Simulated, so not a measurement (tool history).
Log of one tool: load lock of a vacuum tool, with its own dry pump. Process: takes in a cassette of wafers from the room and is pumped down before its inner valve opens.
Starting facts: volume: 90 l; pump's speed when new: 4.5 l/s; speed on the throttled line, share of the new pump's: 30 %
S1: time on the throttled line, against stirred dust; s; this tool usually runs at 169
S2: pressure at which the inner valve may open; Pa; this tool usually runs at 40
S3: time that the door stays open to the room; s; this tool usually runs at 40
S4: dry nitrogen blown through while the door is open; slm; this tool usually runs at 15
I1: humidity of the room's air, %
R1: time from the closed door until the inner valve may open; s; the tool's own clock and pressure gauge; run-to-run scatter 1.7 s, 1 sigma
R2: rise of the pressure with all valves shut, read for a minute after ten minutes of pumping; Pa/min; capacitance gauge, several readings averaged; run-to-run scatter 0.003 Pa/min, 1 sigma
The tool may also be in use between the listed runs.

{"run": 1, "hour": 0.0, "S1": 169, "S2": 40, "S3": 40, "S4": 15, "I1": 45.7, "R1": 295.4, "R2": 0.096}
{"run": 2, "hour": 327.4, "S1": 169, "S2": 40, "S3": 40, "S4": 9, "I1": 49.7, "R1": 295.9, "R2": 0.106}
{"run": 3, "hour": 632.9, "S1": 169, "S2": 58, "S3": 40, "S4": 15, "I1": 46.9, "R1": 288.3, "R2": 0.103}
{"run": 4, "hour": 1126.1, "S1": 169, "S2": 40, "S3": 40, "S4": 15, "I1": 44.0, "R1": 296.1, "R2": 0.098}
{"run": 5, "hour": 1577.1, "S1": 169, "S2": 40, "S3": 40, "S4": 15, "I1": 45.4, "R1": 297.6, "R2": 0.112}
{"run": 6, "hour": 2142.3, "S1": 169, "S2": 40, "S3": 40, "S4": 15, "I1": 44.8, "R1": 300.7, "R2": 0.109}
{"run": 7, "hour": 2612.4, "S1": 169, "S2": 40, "S3": 40, "S4": 15, "I1": 46.1, "R1": 299.9, "R2": 0.113}
{"run": 8, "hour": 2982.5, "S1": 169, "S2": 40, "S3": 40, "S4": 15, "I1": 45.1, "R1": 301.2, "R2": 0.112}
{"run": 9, "hour": 3404.1, "S1": 169, "S2": 40, "S3": 40, "S4": 15, "I1": 45.5, "R1": 300.7, "R2": 0.118}
{"run": 10, "hour": 3868.4, "S1": 169, "S2": 40, "S3": 40, "S4": 15, "I1": 45.1, "R1": 302.3, "R2": 0.116}
{"run": 11, "hour": 4513.3, "S1": 169, "S2": 40, "S3": 40, "S4": 15, "I1": 46.6, "R1": 304.8, "R2": 0.125}
{"run": 12, "hour": 4961.8, "S1": 169, "S2": 40, "S3": 40, "S4": 15, "I1": 43.2, "R1": 301.8, "R2": 0.125}
{"run": 13, "hour": 5405.5, "S1": 150, "S2": 40, "S3": 40, "S4": 15, "I1": 46.2, "R1": 287.1, "R2": 0.129}
{"run": 14, "hour": 5912.9, "S1": 150, "S2": 57, "S3": 113, "S4": 15, "I1": 41.5, "R1": 282.7, "R2": 0.139}
{"run": 15, "hour": 6541.6, "S1": 281, "S2": 62, "S3": 127, "S4": 15, "I1": 46.2, "R1": 366.4, "R2": 0.154}
{"run": 16, "hour": 6990.5, "S1": 132, "S2": 40, "S3": 224, "S4": 9, "I1": 45.4, "R1": 284.4, "R2": 0.166}
{"run": 17, "hour": 7380.3, "S1": 143, "S2": 40, "S3": 40, "S4": 15, "I1": 44.1, "R1": 292.9, "R2": 0.149}
{"run": 18, "hour": 7987.2, "S1": 143, "S2": 40, "S3": 40, "S4": 15, "I1": 46.3, "R1": 294.7, "R2": 0.15}
{"run": 19, "hour": 8625.5, "S1": 286, "S2": 40, "S3": 40, "S4": 32, "I1": 46.7, "R1": 382.1, "R2": 0.152}
{"run": 20, "hour": 9229.1, "S1": 286, "S2": 40, "S3": 40, "S4": 32, "I1": 45.7, "R1": 382.8, "R2": 0.154}
{"run": 21, "hour": 9960.3, "S1": 286, "S2": 40, "S3": 40, "S4": 32, "I1": 45.7, "R1": 382.0, "R2": 0.159}
{"run": 22, "hour": 10550.5, "S1": 107, "S2": 40, "S3": 40, "S4": 32, "I1": 45.6, "R1": 278.5, "R2": 0.166}
{"run": 23, "hour": 11285.4, "S1": 169, "S2": 35, "S3": 59, "S4": 15, "I1": 47.3, "R1": 321.1, "R2": 0.179}
{"hour": 11927.2, "done": "dry pump taken out, an overhauled one fitted"}
{"run": 24, "hour": 11927.2, "S1": 336, "S2": 40, "S3": 40, "S4": 7, "I1": 46.3, "R1": 396.2, "R2": 0.18}
{"run": 25, "hour": 12368.7, "S1": 149, "S2": 57, "S3": 143, "S4": 8, "I1": 43.8, "R1": 258.1, "R2": 0.2}
{"run": 26, "hour": 12891.5, "S1": 196, "S2": 33, "S3": 59, "S4": 15, "I1": 45.4, "R1": 298.9, "R2": 0.188}

Predict each of these 3 candidate next runs independently; none follows another, all start after run 26:
{"hour": 12990.0, "done": "door's seal changed, seat wiped"}
{"run": "A", "hour": 13562.9, "S1": 169, "S2": 40, "S3": 85, "S4": 15, "I1": 45.6, "R1": "?", "R2": "?"}
{"hour": 12990.0, "done": "door's seal changed, seat wiped"}
{"run": "B", "hour": 13562.9, "S1": 105, "S2": 75, "S3": 40, "S4": 28, "I1": 44.0, "R1": "?", "R2": "?"}
{"hour": 12990.0, "done": "door's seal changed, seat wiped"}
{"run": "C", "hour": 13562.9, "S1": 233, "S2": 40, "S3": 40, "S4": 32, "I1": 44.9, "R1": "?", "R2": "?"}

run=A R1=281.0 R2=0.027
run=B R1=222.3 R2=0.015
run=C R1=324.8 R2=0.011
The same runs, with their run-to-run variation unchanged, on a tool lacking any hidden condition would have given:
run=A R1=278.3 R2=0.026
run=B R1=219.5 R2=0.014
run=C R1=322.6 R2=0.010
